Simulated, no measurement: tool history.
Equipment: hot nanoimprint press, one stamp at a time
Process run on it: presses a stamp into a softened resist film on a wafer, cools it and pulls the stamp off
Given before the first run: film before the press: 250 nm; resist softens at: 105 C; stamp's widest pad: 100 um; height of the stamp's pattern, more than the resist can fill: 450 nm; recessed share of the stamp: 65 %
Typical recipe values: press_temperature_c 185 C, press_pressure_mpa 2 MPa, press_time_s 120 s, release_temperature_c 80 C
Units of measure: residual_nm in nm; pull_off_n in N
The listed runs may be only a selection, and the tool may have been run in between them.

run,hour,press_temperature_c,press_pressure_mpa,press_time_s,release_temperature_c,residual_nm,pull_off_n
1,0,185,2,120,80,147.7,243
2,16.3,185,2,120,80,147.6,231
3,34,185,2,120,80,146.2,247
4,47,185,2,120,80,147.3,251
5,61.8,185,2,120,80,147.4,244
6,83.2,185,2,120,80,146.9,257
7,95,185,2,120,80,147.4,256
8,107.8,196,2,120,80,102.4,258
9,129.2,196,2,120,80,103.9,269
10,147.4,185,2,120,80,148.2,259
11,160.6,185,2,120,80,149.6,275
12,178.1,185,2,120,80,149.7,272
13,194.5,185,2,120,80,147.4,277
14,212.8,185,2,120,80,148.4,286
15,234.2,185,2,120,80,150.2,291
16,247,185,2.15,103,86,155.7,267
17,265.3,185,2.44,123,80,140.4,280
18,275.2,178,2,96,80,190.6,289
19,289.5,191,2,133,80,120.4,289
20,299.9,191,2,133,80,119.9,297
21,315.2,185,2.41,120,74,142.8,317
# hour 319.2: plate thermocouple calibrated
22,340.4,174,1.71,100,67,215.3,362
23,359,185,1.63,123,80,161.9,324
24,377.1,185,1.63,123,80,163,315
# hour 388.3: stamp cleaned and given a new release coat
# hour 393.4: plate thermocouple calibrated, once more
25,408.7,173,1.3,170,77,202.9,242
26,418.9,185,2,120,76,146.4,238
27,433.8,185,2,62,80,176.8,235
28,450.6,185,2,62,66,177.2,271
29,473.1,192,1.99,200,82,94.9,241
30,489.6,192,1.99,200,82,96,241

Had the tool no unlogged condition, and each run kept its random variation, what would the results have been?
The hidden state here: true temperature over the reading, C; pressure that arrives at the usual setting, %; grip of the stamp's worn release coat, % over a new coat's; drift of the gauge itself on residual_nm, %; drift of the gauge itself on pull_off_n, %.
run,residual_nm,pull_off_n
1,144.1,228
2,143.7,213
3,142.2,225
4,143.1,226
5,142.9,218
6,142.1,226
7,142.5,223
8,98.2,223
9,99.5,229
10,142.5,217
11,143.6,229
12,143.5,223
13,141,225
14,141.8,229
15,143.2,229
16,148.3,208
17,132.4,215
18,183.9,221
19,113.4,219
20,112.8,223
21,134.1,236
22,207.8,264
23,151.7,233
24,152.5,224
25,202.1,240
26,143.9,234
27,174.3,228
28,174.5,260
29,92.2,227
30,93.1,224

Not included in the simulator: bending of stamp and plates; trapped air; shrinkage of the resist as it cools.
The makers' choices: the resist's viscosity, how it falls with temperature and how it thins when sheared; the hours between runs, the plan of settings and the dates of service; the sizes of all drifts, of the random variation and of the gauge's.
